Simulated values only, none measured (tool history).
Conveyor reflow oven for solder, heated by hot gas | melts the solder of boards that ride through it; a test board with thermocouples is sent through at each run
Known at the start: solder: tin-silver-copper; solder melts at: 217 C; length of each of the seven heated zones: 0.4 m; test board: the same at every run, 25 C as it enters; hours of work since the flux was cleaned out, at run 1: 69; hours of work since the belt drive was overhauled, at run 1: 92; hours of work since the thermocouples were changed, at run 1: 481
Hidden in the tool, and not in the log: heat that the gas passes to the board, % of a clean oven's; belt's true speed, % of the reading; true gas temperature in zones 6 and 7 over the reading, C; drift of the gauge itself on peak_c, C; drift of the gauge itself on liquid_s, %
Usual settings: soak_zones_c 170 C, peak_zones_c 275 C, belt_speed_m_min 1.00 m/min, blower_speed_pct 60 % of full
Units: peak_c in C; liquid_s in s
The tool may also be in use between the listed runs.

run	hour	soak_zones_c	peak_zones_c	belt_speed_m_min	blower_speed_pct	hours of work since the flux was cleaned out	hours of work since the belt drive was overhauled	hours of work since the thermocouples were changed	peak_c	liquid_s
1	0.0	170	275	1.00	60	69	92	481	255.8	36.2
2	25.6	170	275	1.00	60	87	110	499	255.7	35.7
3	45.8	165	275	1.00	60	101	124	513	255.0	34.3
4	72.0	165	275	1.00	60	120	143	532	254.4	34.1
5	94.4	165	275	1.00	60	136	159	548	254.0	34.7
6	114.0	165	275	1.00	60	150	173	562	253.7	34.2
7	140.5	170	275	0.95	60	168	191	580	256.8	38.9
8	154.2	170	275	0.95	60	178	201	590	256.7	38.6
9	181.4	170	275	0.95	60	197	220	609	257.7	38.9
# hour 193.0: flux residue cleaned out of gas plates and filters
10	198.1	170	275	0.95	60	4	229	618	259.4	39.2
11	224.3	182	273	1.00	71	22	247	636	258.7	39.8
12	251.5	170	273	0.89	85	41	267	656	261.4	44.7
13	272.0	156	264	1.04	55	56	281	670	240.5	24.0
14	292.0	170	275	1.00	56	70	295	684	255.1	35.9
15	315.8	170	264	1.00	60	87	312	701	246.5	32.1
16	326.9	170	279	0.98	62	95	320	709	261.2	39.6
17	351.8	170	289	0.90	84	113	338	727	276.7	48.3
18	369.8	170	268	0.90	84	125	350	739	257.4	41.6
19	392.6	183	275	1.00	79	141	367	756	261.2	41.4

4 ways to go on from here, each from the tool as it stands after run 19. What would each give?
A	409.7	184	279	1.00	60	154	379	768	?	?
B	409.7	165	275	0.83	60	154	379	768	?	?
C	409.7	173	275	1.00	61	154	379	768	?	?
D	409.7	183	285	1.00	79	154	379	768	?	?

run	peak_c	liquid_s
A	261.7	41.7
B	261.9	46.1
C	255.7	37.6
D	270.0	44.3
Without the tool's hidden state the same runs would have given:
run	peak_c	liquid_s
A	260.9	41.2
B	260.9	45.5
C	254.9	37.1
D	269.2	43.7
